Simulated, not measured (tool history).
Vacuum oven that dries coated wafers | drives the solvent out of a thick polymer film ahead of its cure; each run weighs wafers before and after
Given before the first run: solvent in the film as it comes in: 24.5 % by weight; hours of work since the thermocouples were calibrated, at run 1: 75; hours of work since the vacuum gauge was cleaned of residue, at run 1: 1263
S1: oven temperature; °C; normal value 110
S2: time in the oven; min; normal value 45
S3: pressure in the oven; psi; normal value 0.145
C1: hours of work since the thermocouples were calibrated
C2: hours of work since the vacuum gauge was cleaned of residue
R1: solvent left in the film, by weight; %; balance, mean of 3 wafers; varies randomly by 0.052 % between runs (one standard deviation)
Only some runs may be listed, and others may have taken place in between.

Run 1, hour 0: usual settings; C1 75; C2 1263. Result: R1 3.99 %.
Run 2, hour 129.2: usual settings; C1 152; C2 1341. Result: R1 3.88 %.
Run 3, hour 223.4: usual settings; C1 209; C2 1398. Result: R1 3.82 %.
Run 4, hour 275.7: usual settings; C1 240; C2 1429. Result: R1 3.76 %.
Run 5, hour 376.5: usual settings; C1 301; C2 1490. Result: R1 3.73 %.
Run 6, hour 437.5: usual settings; C1 338; C2 1526. Result: R1 3.81 %.
Run 7, hour 526.9: usual settings; C1 391; C2 1580. Result: R1 3.74 %.
Run 8, hour 625.3: usual settings; C1 450; C2 1639. Result: R1 3.75 %.
Run 9, hour 687.3: usual settings; C1 488; C2 1676. Result: R1 3.81 %.
Run 10, hour 800.7: usual settings; C1 556; C2 1744. Result: R1 3.75 %.
Run 11, hour 923.8: usual settings but S1 112 °C, S2 68 min, S3 0.148 psi; C1 630; C2 1818. Result: R1 1.36 %.
Run 12, hour 1033.5: usual settings but S3 0.345 psi; C1 695; C2 1884. Result: R1 4.18 %.
At hour 1046.7: vacuum gauge cleaned of residue and calibrated.
Run 13, hour 1099.5: usual settings but S1 97 °C, S2 30 min, S3 0.289 psi; C1 734; C2 32. Result: R1 12.28 %.
Run 14, hour 1205.6: usual settings but S2 61 min, S3 0.418 psi; C1 798; C2 95. Result: R1 3.2 %.
Run 15, hour 1278.7: usual settings but S2 61 min, S3 0.418 psi; C1 842; C2 139. Result: R1 3.17 %.
Run 16, hour 1402.5: usual settings but S1 121 °C; C1 916; C2 214. Result: R1 1.1 %.
At hour 1419: vacuum gauge cleaned of residue and calibrated, once more.
Run 17, hour 1478.9: usual settings but S1 116 °C, S3 0.386 psi; C1 961; C2 36. Result: R1 2.31 %.
Run 18, hour 1605.9: usual settings but S1 116 °C, S3 0.386 psi; C1 1037; C2 112. Result: R1 2.29 %.

Consider 3 possible next runs. They are alternatives, not a sequence: every one starts from the tool as it was left by run 18. What does each give?
Run A, hour 1724.3: usual settings but S1 99 °C, S2 63 min, S3 0.102 psi; C1 1109; C2 183. Result: R1 ?.
Run B, hour 1724.3: usual settings but S1 116 °C, S2 29 min, S3 0.386 psi; C1 1109; C2 183. Result: R1 ?.
Run C, hour 1724.3: usual settings but S2 39 min; C1 1109; C2 183. Result: R1 ?.

run    R1
  A  5.14
  B  4.11
  C  3.93
What these runs would have given with no unlogged condition in the tool:
run    R1
  A  6.08
  B  4.91
  C  4.75
